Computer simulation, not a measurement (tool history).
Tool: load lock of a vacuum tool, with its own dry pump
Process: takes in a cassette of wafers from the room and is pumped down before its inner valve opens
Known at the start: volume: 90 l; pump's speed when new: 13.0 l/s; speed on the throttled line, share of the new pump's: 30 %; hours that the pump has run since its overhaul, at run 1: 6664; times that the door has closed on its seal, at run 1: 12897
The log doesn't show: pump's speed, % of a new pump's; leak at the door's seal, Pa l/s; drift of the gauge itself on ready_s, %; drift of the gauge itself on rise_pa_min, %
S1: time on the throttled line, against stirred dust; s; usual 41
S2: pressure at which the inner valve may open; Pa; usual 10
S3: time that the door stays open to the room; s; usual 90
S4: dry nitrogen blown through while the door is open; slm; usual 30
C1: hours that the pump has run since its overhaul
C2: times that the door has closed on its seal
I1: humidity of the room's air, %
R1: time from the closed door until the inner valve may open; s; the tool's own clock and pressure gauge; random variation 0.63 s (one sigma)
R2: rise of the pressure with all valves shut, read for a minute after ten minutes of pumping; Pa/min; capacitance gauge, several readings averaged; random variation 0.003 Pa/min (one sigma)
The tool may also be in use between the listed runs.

run 1 hour=0 | S1=41 S2=10 S3=90 S4=30 | C1=6664 C2=12897 | I1=42 | R1=98.5 R2=0.053
run 2 hour=355.4 | S1=41 S2=10 S3=90 S4=30 | C1=7020 C2=14615 | I1=45.1 | R1=99.5 R2=0.073
run 3 hour=535.7 | S1=27 S2=10 S3=90 S4=30 | C1=7200 C2=15487 | I1=45.8 | R1=89.8 R2=0.075
run 4 hour=917.4 | S1=28 S2=10 S3=90 S4=30 | C1=7582 C2=17331 | I1=40.7 | R1=90.7 R2=0.083
run 5 hour=1224.8 | S1=28 S2=10 S3=90 S4=30 | C1=7889 C2=18817 | I1=44.8 | R1=90.9 R2=0.096
run 6 hour=1399.2 | S1=41 S2=10 S3=90 S4=30 | C1=8063 C2=19660 | I1=47.2 | R1=98.9 R2=0.105
run 7 hour=1635.3 | S1=41 S2=10 S3=90 S4=30 | C1=8299 C2=20802 | I1=43.5 | R1=99.8 R2=0.115
run 8 hour=1865.3 | S1=41 S2=10 S3=90 S4=30 | C1=8529 C2=21913 | I1=44.6 | R1=99.8 R2=0.125
run 9 hour=2210.6 | S1=41 S2=10 S3=90 S4=30 | C1=8875 C2=23582 | I1=40.1 | R1=101.5 R2=0.141
run 10 hour=2621.6 | S1=41 S2=10 S3=90 S4=30 | C1=9286 C2=25569 | I1=46.9 | R1=101.2 R2=0.154
run 11 hour=3054.8 | S1=41 S2=10 S3=43 S4=30 | C1=9719 C2=27663 | I1=46.1 | R1=101.2 R2=0.175
run 12 hour=3387.4 | S1=41 S2=10 S3=43 S4=5 | C1=10052 C2=29271 | I1=45.1 | R1=101 R2=0.207
run 13 hour=3647.6 | S1=41 S2=10 S3=192 S4=5 | C1=10312 C2=30529 | I1=42.8 | R1=102.2 R2=0.234
run 14 hour=3903.8 | S1=41 S2=10 S3=192 S4=5 | C1=10568 C2=31767 | I1=43.2 | R1=101.1 R2=0.242
run 15 hour=4151.7 | S1=41 S2=10 S3=90 S4=30 | C1=10816 C2=32965 | I1=48.4 | R1=102.8 R2=0.234
run 16 hour=4513.3 | S1=41 S2=10 S3=90 S4=30 | C1=11177 C2=34713 | I1=43.8 | R1=102.3 R2=0.243
run 17 hour=4763.7 | S1=41 S2=10 S3=90 S4=30 | C1=11428 C2=35924 | I1=46.1 | R1=104.1 R2=0.264
run 18 hour=5046.2 | S1=41 S2=10 S3=90 S4=30 | C1=11710 C2=37289 | I1=44 | R1=103.1 R2=0.282
-- hour=5349.5 door's seal changed, seat wiped
run 19 hour=5465.4 | S1=41 S2=10 S3=90 S4=30 | C1=12128 C2=560 | I1=46 | R1=104.3 R2=0.009
run 20 hour=5736.1 | S1=41 S2=10 S3=90 S4=30 | C1=12399 C2=1868 | I1=45 | R1=105.5 R2=0.017
run 21 hour=6115.6 | S1=75 S2=17 S3=90 S4=45 | C1=12778 C2=3703 | I1=44.1 | R1=121.7 R2=0.019
run 22 hour=6483.4 | S1=38 S2=8 S3=100 S4=24 | C1=13146 C2=5481 | I1=45.9 | R1=106.2 R2=0.024
run 23 hour=6729.8 | S1=41 S2=14 S3=176 S4=41 | C1=13392 C2=6672 | I1=43.8 | R1=102.4 R2=0.026
run 24 hour=6940 | S1=44 S2=10 S3=54 S4=30 | C1=13603 C2=7688 | I1=46.7 | R1=107.3 R2=0.035
run 25 hour=7234.9 | S1=41 S2=18 S3=90 S4=42 | C1=13898 C2=9113 | I1=48.1 | R1=102.3 R2=0.042
run 26 hour=7462.9 | S1=41 S2=19 S3=180 S4=30 | C1=14126 C2=10216 | I1=48.7 | R1=101.8 R2=0.057
run 27 hour=7873.4 | S1=41 S2=19 S3=180 S4=30 | C1=14536 C2=12200 | I1=41.3 | R1=101.4 R2=0.061
run 28 hour=8231.9 | S1=41 S2=19 S3=180 S4=30 | C1=14895 C2=13933 | I1=46 | R1=102.4 R2=0.075
run 29 hour=8407.3 | S1=27 S2=19 S3=85 S4=30 | C1=15070 C2=14780 | I1=45.5 | R1=93.5 R2=0.081
run 30 hour=8602.7 | S1=27 S2=19 S3=85 S4=30 | C1=15265 C2=15725 | I1=46.4 | R1=94 R2=0.082
run 31 hour=8887.8 | S1=36 S2=19 S3=51 S4=10 | C1=15550 C2=17103 | I1=47.8 | R1=100.5 R2=0.102
run 32 hour=9242.4 | S1=36 S2=19 S3=112 S4=10 | C1=15905 C2=18817 | I1=42.3 | R1=100 R2=0.112
run 33 hour=9672.4 | S1=36 S2=19 S3=112 S4=10 | C1=16335 C2=20895 | I1=39.7 | R1=99 R2=0.131
run 34 hour=9895.9 | S1=70 S2=10 S3=174 S4=30 | C1=16559 C2=21976 | I1=47 | R1=127.1 R2=0.14
run 35 hour=10305.7 | S1=70 S2=7 S3=174 S4=9 | C1=16968 C2=23957 | I1=45.4 | R1=132.4 R2=0.163
run 36 hour=10707.1 | S1=70 S2=10 S3=174 S4=9 | C1=17370 C2=25897 | I1=42.7 | R1=127.8 R2=0.177
run 37 hour=10949.5 | S1=41 S2=10 S3=90 S4=40 | C1=17612 C2=27069 | I1=45.3 | R1=111.7 R2=0.165

Hidden state or all else? Some run-to-run changes of R1, split into what the settings, what came in and random variation would give without the hidden state, and what is left for the hidden state (with any gauge scatter that isn't in both results):
Run 20 -> 21: S1 41 -> 75, S2 10 -> 17, S4 30 -> 45. R1 +16.2 s: hidden state -3, all else +19.2.
Run 21 -> 22: S1 75 -> 38, S2 17 -> 8, S3 90 -> 100, S4 45 -> 24. R1 -15.5 s: hidden state +4.2, all else -19.7.
Run 33 -> 34: S1 36 -> 70, S2 19 -> 10, S3 112 -> 174, S4 10 -> 30. R1 +28.1 s: hidden state -1.4, all else +29.5.
Run 36 -> 37: S1 70 -> 41, S3 174 -> 90, S4 9 -> 40. R1 -16.1 s: hidden state +3.4, all else -19.5.
